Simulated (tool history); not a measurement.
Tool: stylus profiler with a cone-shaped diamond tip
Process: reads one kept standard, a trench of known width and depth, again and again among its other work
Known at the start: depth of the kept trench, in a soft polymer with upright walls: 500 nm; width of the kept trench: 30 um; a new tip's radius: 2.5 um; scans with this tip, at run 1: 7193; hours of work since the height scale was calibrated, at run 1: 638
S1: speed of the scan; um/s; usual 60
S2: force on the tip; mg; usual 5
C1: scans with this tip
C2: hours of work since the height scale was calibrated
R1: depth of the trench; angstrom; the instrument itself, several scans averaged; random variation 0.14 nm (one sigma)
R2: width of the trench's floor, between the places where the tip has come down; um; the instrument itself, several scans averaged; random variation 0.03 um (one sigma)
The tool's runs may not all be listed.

run   hour   S1     S2     C1    C2      R1     R2
  1      0   60      5   7193   638  5079.5   26.3
  2   39.4   60      5   7507   666  5080.1   26.3
  3   98.6   21      5   7981   708  5078.8  26.35
  4    165   60  10.79   8511   755  5137.5  26.25
  5  217.3   60   2.44   8928   792  5048.8  26.05
  6    247   60   2.44   9166   813  5046.3  26.04
  7  306.9   60   2.44   9644   856  5047.6  26.01
  8  356.8   60   8.01  10043   891  5113.7  26.14
  9  421.7   60   8.01  10561   937    5112  26.13
 10    484   60      5  11059   981  5080.2  25.99
 11  518.1   29   2.44  11331  1006  5044.6  26.03
     521.5  -- height scale calibrated on a step standard
 12  580.4   29   2.44  11825    42  5041.6     26
 13  636.2  207   7.87  12271    81    5106  25.63
 14  666.6  146  10.83  12514   103  5131.5  25.84
 15  734.9   31      5  13059   151  5073.3  25.94
 16  789.4   31      5  13495   190  5074.3  25.93
       832  -- height scale calibrated on a step standard, once more
 17  854.2   76      5  14008    16  5085.1   25.8
 18  897.3  200   2.73  14353    46  5055.7  25.17
 19  940.4   33    2.2  14697    77  5051.1  25.79
 20  998.4   33    2.2  15161   118  5050.1  25.76

Forecast each of these 3 alternatives for the next run:
  A  1057.2   24   7.18  15631  160   ?   ?
  B  1057.2   28  10.42  15631  160   ?   ?
  C  1057.2  115   1.81  15631  160   ?   ?

run      R1     R2
  A  5107.5  25.79
  B  5140.6   25.8
  C  5044.2  25.32
Without the tool's hidden state the same runs would have given:
run      R1     R2
  A  5107.1  26.92
  B  5140.2  26.93
  C  5043.8  26.45
